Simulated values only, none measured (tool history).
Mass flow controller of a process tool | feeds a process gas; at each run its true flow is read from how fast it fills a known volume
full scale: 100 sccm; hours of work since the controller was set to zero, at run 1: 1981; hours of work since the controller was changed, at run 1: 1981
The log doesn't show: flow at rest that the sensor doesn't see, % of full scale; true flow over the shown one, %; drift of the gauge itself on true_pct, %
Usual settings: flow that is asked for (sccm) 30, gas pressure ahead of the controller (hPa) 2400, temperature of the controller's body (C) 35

run    hour  flow that is asked for (sccm)  gas pressure ahead of the controller (hPa)  temperature of the controller's body (C)  hours of work since the controller was set to zero  hours of work since the controller was changed  true flow (%)
  1       0                             30                                        2400                                        35                                                1981                                            1981           97.1
  2   175.4                             20                                        2400                                        35                                                2054                                            2054           96.1
  3   348.4                             20                                        2400                                        35                                                2125                                            2125          96.05
  4   502.1                             20                                        2400                                        35                                                2189                                            2189          96.14
  5   596.5                             30                                        2400                                        35                                                2228                                            2228          96.89
  6     671                             30                                        2400                                        35                                                2259                                            2259          96.89
  7   778.8                             30                                        2400                                        35                                                2304                                            2304          96.87
  8   878.1                             30                                        2380                                        35                                                2345                                            2345          96.74
  9  1000.8                             30                                        2380                                        35                                                2396                                            2396          96.81
 10  1120.9                             30                                        2380                                        35                                                2446                                            2446           96.7
 11  1282.3                             25                                        2400                                        35                                                2513                                            2513          96.26
 12  1463.2                             25                                        2400                                        35                                                2588                                            2588          96.07
 13  1555.5                             25                                        2400                                        35                                                2626                                            2626           96.2
 14  1706.3                             30                                        2400                                        22                                                2688                                            2688          95.86
 15  1868.5                             30                                        2420                                        30                                                2756                                            2756          96.32
 16  1946.1                             30                                        2420                                        31                                                2788                                            2788           96.3

Forecast run 17:
 17  2101.9                             15                                        1720                                        24                                                2852                                            2852              ?

true flow (%): 93.61
Without the tool's hidden state the same run would have given true flow (%) 97.32.

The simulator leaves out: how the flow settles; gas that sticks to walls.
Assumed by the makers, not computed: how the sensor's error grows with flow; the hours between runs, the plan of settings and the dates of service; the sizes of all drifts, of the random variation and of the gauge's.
